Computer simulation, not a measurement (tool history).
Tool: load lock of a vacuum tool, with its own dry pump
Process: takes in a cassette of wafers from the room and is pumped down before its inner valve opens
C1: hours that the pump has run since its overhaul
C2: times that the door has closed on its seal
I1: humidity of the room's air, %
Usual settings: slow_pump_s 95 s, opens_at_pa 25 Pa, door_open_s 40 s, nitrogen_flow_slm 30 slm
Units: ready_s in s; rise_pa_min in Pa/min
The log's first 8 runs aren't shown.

{"run": 9, "hour": 756.8, "slow_pump_s": 95, "opens_at_pa": 25, "door_open_s": 40, "nitrogen_flow_slm": 30, "C1": 7764, "C2": 1883, "I1": 41.4, "ready_s": 196.3, "rise_pa_min": 0.02}
{"run": 10, "hour": 847.6, "slow_pump_s": 95, "opens_at_pa": 25, "door_open_s": 40, "nitrogen_flow_slm": 30, "C1": 7854, "C2": 2075, "I1": 44.7, "ready_s": 195.7, "rise_pa_min": 0.021}
{"run": 11, "hour": 982.4, "slow_pump_s": 95, "opens_at_pa": 25, "door_open_s": 40, "nitrogen_flow_slm": 30, "C1": 7989, "C2": 2361, "I1": 48.5, "ready_s": 195.9, "rise_pa_min": 0.022}
{"run": 12, "hour": 1090.7, "slow_pump_s": 126, "opens_at_pa": 25, "door_open_s": 40, "nitrogen_flow_slm": 30, "C1": 8098, "C2": 2590, "I1": 41.2, "ready_s": 215.9, "rise_pa_min": 0.024}
{"run": 13, "hour": 1168.6, "slow_pump_s": 95, "opens_at_pa": 23, "door_open_s": 40, "nitrogen_flow_slm": 30, "C1": 8175, "C2": 2755, "I1": 42.7, "ready_s": 197.1, "rise_pa_min": 0.025}
{"run": 14, "hour": 1231.9, "slow_pump_s": 95, "opens_at_pa": 25, "door_open_s": 40, "nitrogen_flow_slm": 30, "C1": 8239, "C2": 2889, "I1": 46.5, "ready_s": 196.0, "rise_pa_min": 0.03}
{"run": 15, "hour": 1307.9, "slow_pump_s": 95, "opens_at_pa": 25, "door_open_s": 40, "nitrogen_flow_slm": 30, "C1": 8315, "C2": 3050, "I1": 45.6, "ready_s": 194.3, "rise_pa_min": 0.027}
{"run": 16, "hour": 1380.2, "slow_pump_s": 95, "opens_at_pa": 25, "door_open_s": 40, "nitrogen_flow_slm": 30, "C1": 8387, "C2": 3203, "I1": 46.3, "ready_s": 196.4, "rise_pa_min": 0.028}
{"run": 17, "hour": 1464.7, "slow_pump_s": 128, "opens_at_pa": 25, "door_open_s": 40, "nitrogen_flow_slm": 30, "C1": 8472, "C2": 3382, "I1": 42.4, "ready_s": 218.3, "rise_pa_min": 0.032}
{"run": 18, "hour": 1599.8, "slow_pump_s": 128, "opens_at_pa": 25, "door_open_s": 40, "nitrogen_flow_slm": 30, "C1": 8607, "C2": 3668, "I1": 46.5, "ready_s": 218.3, "rise_pa_min": 0.036}
{"run": 19, "hour": 1705.1, "slow_pump_s": 128, "opens_at_pa": 42, "door_open_s": 40, "nitrogen_flow_slm": 30, "C1": 8712, "C2": 3891, "I1": 43.7, "ready_s": 211.4, "rise_pa_min": 0.03}
{"run": 20, "hour": 1850.1, "slow_pump_s": 95, "opens_at_pa": 19, "door_open_s": 40, "nitrogen_flow_slm": 8, "C1": 8857, "C2": 4198, "I1": 42.8, "ready_s": 198.7, "rise_pa_min": 0.034}
{"run": 21, "hour": 1910.8, "slow_pump_s": 95, "opens_at_pa": 20, "door_open_s": 40, "nitrogen_flow_slm": 40, "C1": 8918, "C2": 4327, "I1": 45.4, "ready_s": 199.6, "rise_pa_min": 0.035}
{"run": 22, "hour": 2057.0, "slow_pump_s": 138, "opens_at_pa": 28, "door_open_s": 40, "nitrogen_flow_slm": 39, "C1": 9064, "C2": 4636, "I1": 41.4, "ready_s": 223.7, "rise_pa_min": 0.028}
{"run": 23, "hour": 2187.9, "slow_pump_s": 76, "opens_at_pa": 26, "door_open_s": 40, "nitrogen_flow_slm": 30, "C1": 9195, "C2": 4914, "I1": 44.9, "ready_s": 180.8, "rise_pa_min": 0.039}
{"run": 24, "hour": 2295.0, "slow_pump_s": 95, "opens_at_pa": 25, "door_open_s": 187, "nitrogen_flow_slm": 30, "C1": 9302, "C2": 5140, "I1": 46.3, "ready_s": 197.7, "rise_pa_min": 0.053}
{"run": 25, "hour": 2363.3, "slow_pump_s": 155, "opens_at_pa": 40, "door_open_s": 194, "nitrogen_flow_slm": 18, "C1": 9370, "C2": 5285, "I1": 44.4, "ready_s": 228.9, "rise_pa_min": 0.056}
{"run": 26, "hour": 2429.7, "slow_pump_s": 155, "opens_at_pa": 40, "door_open_s": 194, "nitrogen_flow_slm": 18, "C1": 9437, "C2": 5426, "I1": 45.5, "ready_s": 230.7, "rise_pa_min": 0.053}
{"run": 27, "hour": 2557.9, "slow_pump_s": 155, "opens_at_pa": 40, "door_open_s": 194, "nitrogen_flow_slm": 18, "C1": 9565, "C2": 5697, "I1": 47.0, "ready_s": 230.7, "rise_pa_min": 0.06}
{"run": 28, "hour": 2693.3, "slow_pump_s": 155, "opens_at_pa": 40, "door_open_s": 194, "nitrogen_flow_slm": 18, "C1": 9700, "C2": 5984, "I1": 43.0, "ready_s": 230.2, "rise_pa_min": 0.06}
{"run": 29, "hour": 2836.9, "slow_pump_s": 131, "opens_at_pa": 29, "door_open_s": 194, "nitrogen_flow_slm": 9, "C1": 9844, "C2": 6288, "I1": 45.9, "ready_s": 218.1, "rise_pa_min": 0.073}
{"run": 30, "hour": 2952.7, "slow_pump_s": 64, "opens_at_pa": 19, "door_open_s": 40, "nitrogen_flow_slm": 12, "C1": 9960, "C2": 6533, "I1": 44.9, "ready_s": 177.9, "rise_pa_min": 0.055}
{"run": 31, "hour": 3049.5, "slow_pump_s": 95, "opens_at_pa": 35, "door_open_s": 87, "nitrogen_flow_slm": 10, "C1": 10056, "C2": 6738, "I1": 46.5, "ready_s": 192.3, "rise_pa_min": 0.064}
{"run": 32, "hour": 3162.1, "slow_pump_s": 95, "opens_at_pa": 35, "door_open_s": 55, "nitrogen_flow_slm": 35, "C1": 10169, "C2": 6977, "I1": 43.9, "ready_s": 191.8, "rise_pa_min": 0.043}

Forecast run 33:
{"run": 33, "hour": 3280.0, "slow_pump_s": 95, "opens_at_pa": 35, "door_open_s": 55, "nitrogen_flow_slm": 35, "C1": 10287, "C2": 7226, "I1": 46.2, "ready_s": "?", "rise_pa_min": "?"}

{"run 33": {"ready_s": 190.2, "rise_pa_min": 0.047}}
Without the tool's hidden state the same run would have given ready_s 182.2 s, rise_pa_min 0.016 Pa/min.

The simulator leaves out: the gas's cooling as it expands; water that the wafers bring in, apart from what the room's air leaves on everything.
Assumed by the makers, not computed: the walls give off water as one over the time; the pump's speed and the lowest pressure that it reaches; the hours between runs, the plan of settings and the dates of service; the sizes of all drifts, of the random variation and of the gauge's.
